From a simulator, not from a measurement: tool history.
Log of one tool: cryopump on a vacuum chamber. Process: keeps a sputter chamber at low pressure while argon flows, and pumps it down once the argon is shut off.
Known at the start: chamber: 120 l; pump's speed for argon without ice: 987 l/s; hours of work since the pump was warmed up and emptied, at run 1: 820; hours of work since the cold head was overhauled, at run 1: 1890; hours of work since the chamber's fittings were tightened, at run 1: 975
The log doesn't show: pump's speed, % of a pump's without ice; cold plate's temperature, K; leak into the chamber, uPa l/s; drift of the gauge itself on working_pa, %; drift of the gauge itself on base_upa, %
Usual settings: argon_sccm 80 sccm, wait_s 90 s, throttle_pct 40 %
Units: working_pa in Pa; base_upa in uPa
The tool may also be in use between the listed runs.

| run | hour | argon_sccm | wait_s | throttle_pct | hours of work since the pump was warmed up and emptied | hours of work since the cold head was overhauled | hours of work since the chamber's fittings were tightened | working_pa | base_upa |
|---|---|---|---|---|---|---|---|---|---|
| 1 | 0 | 80 | 90 | 40 | 820 | 1890 | 975 | 0.3849 | 2.42 |
| 2 | 100.9 | 80 | 94 | 40 | 870 | 1939 | 1024 | 0.3881 | 2.58 |
| 3 | 200.3 | 80 | 94 | 40 | 919 | 1989 | 1073 | 0.3932 | 2.66 |
| 4 | 294.8 | 80 | 94 | 40 | 966 | 2035 | 1120 | 0.3984 | 2.75 |
| 5 | 340.8 | 80 | 94 | 40 | 989 | 2058 | 1143 | 0.4009 | 2.8 |
|  | 380.8 | pump warmed up, emptied and cooled again |
| 6 | 424.4 | 80 | 90 | 40 | 21 | 2097 | 1181 | 0.3456 | 2.31 |
| 7 | 489.4 | 80 | 90 | 40 | 54 | 2129 | 1214 | 0.3482 | 2.27 |
| 8 | 567.3 | 80 | 90 | 40 | 92 | 2167 | 1252 | 0.3484 | 2.39 |
| 9 | 649.5 | 85 | 90 | 40 | 133 | 2208 | 1292 | 0.3749 | 2.44 |
| 10 | 740.1 | 80 | 90 | 40 | 177 | 2252 | 1337 | 0.3515 | 2.52 |
| 11 | 841.9 | 80 | 90 | 40 | 227 | 2303 | 1387 | 0.3552 | 2.62 |
| 12 | 944.8 | 80 | 90 | 40 | 278 | 2353 | 1438 | 0.3548 | 2.7 |
| 13 | 1041.5 | 80 | 41 | 40 | 326 | 2401 | 1486 | 0.3604 | 3.33 |
| 14 | 1093.8 | 61 | 184 | 52 | 352 | 2427 | 1512 | 0.2156 | 2.56 |
| 15 | 1147.5 | 84 | 163 | 40 | 378 | 2453 | 1538 | 0.3801 | 2.66 |
| 16 | 1223.4 | 97 | 21 | 40 | 416 | 2491 | 1576 | 0.4385 | 4.55 |
| 17 | 1316 | 83 | 21 | 40 | 461 | 2536 | 1621 | 0.3759 | 4.61 |
| 18 | 1374.3 | 83 | 21 | 40 | 490 | 2565 | 1650 | 0.3815 | 4.69 |
| 19 | 1458.2 | 83 | 21 | 40 | 531 | 2607 | 1691 | 0.3828 | 4.75 |
| 20 | 1517.6 | 83 | 21 | 40 | 561 | 2636 | 1721 | 0.3874 | 4.84 |
| 21 | 1561.2 | 121 | 90 | 17 | 582 | 2657 | 1742 | 1.2627 | 3.3 |
| 22 | 1659.2 | 123 | 90 | 17 | 631 | 2706 | 1791 | 1.2884 | 3.49 |
| 23 | 1741.1 | 123 | 90 | 17 | 671 | 2746 | 1831 | 1.2964 | 3.46 |

5 ways to go on from here, each from the tool as it stands after run 23. What would each give?
| A | 1798.7 | 42 | 59 | 34 | 699 | 2775 | 1859 | ? | ? |
| B | 1798.7 | 123 | 25 | 17 | 699 | 2775 | 1859 | ? | ? |
| C | 1798.7 | 87 | 136 | 40 | 699 | 2775 | 1859 | ? | ? |
| D | 1798.7 | 130 | 74 | 27 | 699 | 2775 | 1859 | ? | ? |
| E | 1798.7 | 40 | 177 | 34 | 699 | 2775 | 1859 | ? | ? |

| run | working_pa | base_upa |
|---|---|---|
| A | 0.2297 | 3.88 |
| B | 1.2897 | 4.97 |
| C | 0.4088 | 3.43 |
| D | 0.8847 | 3.72 |
| E | 0.2204 | 3.47 |
Without the tool's hidden state the same runs would have given:
| run | working_pa | base_upa |
|---|---|---|
| A | 0.2109 | 1.02 |
| B | 1.2347 | 2.08 |
| C | 0.3701 | 0.63 |
| D | 0.8263 | 0.9 |
| E | 0.2023 | 0.56 |
